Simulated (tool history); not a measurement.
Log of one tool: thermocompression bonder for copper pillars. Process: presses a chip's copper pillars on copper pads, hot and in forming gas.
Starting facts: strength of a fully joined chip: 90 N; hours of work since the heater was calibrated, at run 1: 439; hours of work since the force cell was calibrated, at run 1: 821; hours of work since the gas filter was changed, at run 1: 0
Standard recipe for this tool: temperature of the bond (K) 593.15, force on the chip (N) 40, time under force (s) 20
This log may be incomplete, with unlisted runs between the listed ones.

run	hour	temperature of the bond (K)	force on the chip (N)	time under force (s)	hours of work since the heater was calibrated	hours of work since the force cell was calibrated	hours of work since the gas filter was changed	force that shears a chip off (N)
1	0.0	593.15	40	20	439	821	0	52.0
2	27.4	593.15	40	20	458	840	19	51.4
3	60.3	593.15	40	20	480	863	42	52.4
4	92.2	593.15	40	20	503	885	64	50.8
5	146.8	593.15	29	20	541	923	102	38.6
6	195.9	593.15	40	20	575	957	136	49.5
7	228.0	593.15	40	20	597	980	158	49.1
8	259.3	593.15	47	20	619	1001	180	56.8
9	306.6	593.15	47	20	652	1034	213	55.9
10	331.4	593.15	47	20	669	1051	230	55.6
11	370.1	593.15	47	20	696	1078	257	55.3
12	428.8	598.15	40	20	737	1119	298	49.7
# hour 446.8: force cell calibrated
13	490.8	598.15	40	20	779	31	340	46.1
14	523.7	608.15	31	20	802	53	363	40.5
15	556.8	608.15	31	20	824	76	386	40.9
16	593.2	608.15	31	38	850	102	411	48.9
17	628.2	608.15	31	38	874	126	435	48.8
# hour 666.1: forming gas filter changed
18	681.6	564.15	40	28	911	163	11	45.2
19	735.0	564.15	40	28	948	200	48	44.4
20	788.8	615.15	39	11	985	237	85	44.8
21	834.5	615.15	39	34	1017	269	117	62.0
22	868.3	615.15	39	34	1041	293	140	61.0
23	903.2	617.15	28	40	1065	317	165	52.4
24	960.3	585.15	40	20	1105	357	204	44.7
25	988.1	602.15	53	58	1124	376	224	74.2

Alternative continuations, all from the tool just after run 25; predict every row:
A	1036.8	593.15	35	20	1158	410	258	?
B	1036.8	616.15	26	32	1158	410	258	?
C	1036.8	602.15	25	14	1158	410	258	?

run	force that shears a chip off (N)
A	41.7
B	44.8
C	29.2
With the hidden condition removed and each run's random variation left untouched, the same runs would have given:
run	force that shears a chip off (N)
A	46.1
B	49.3
C	32.4
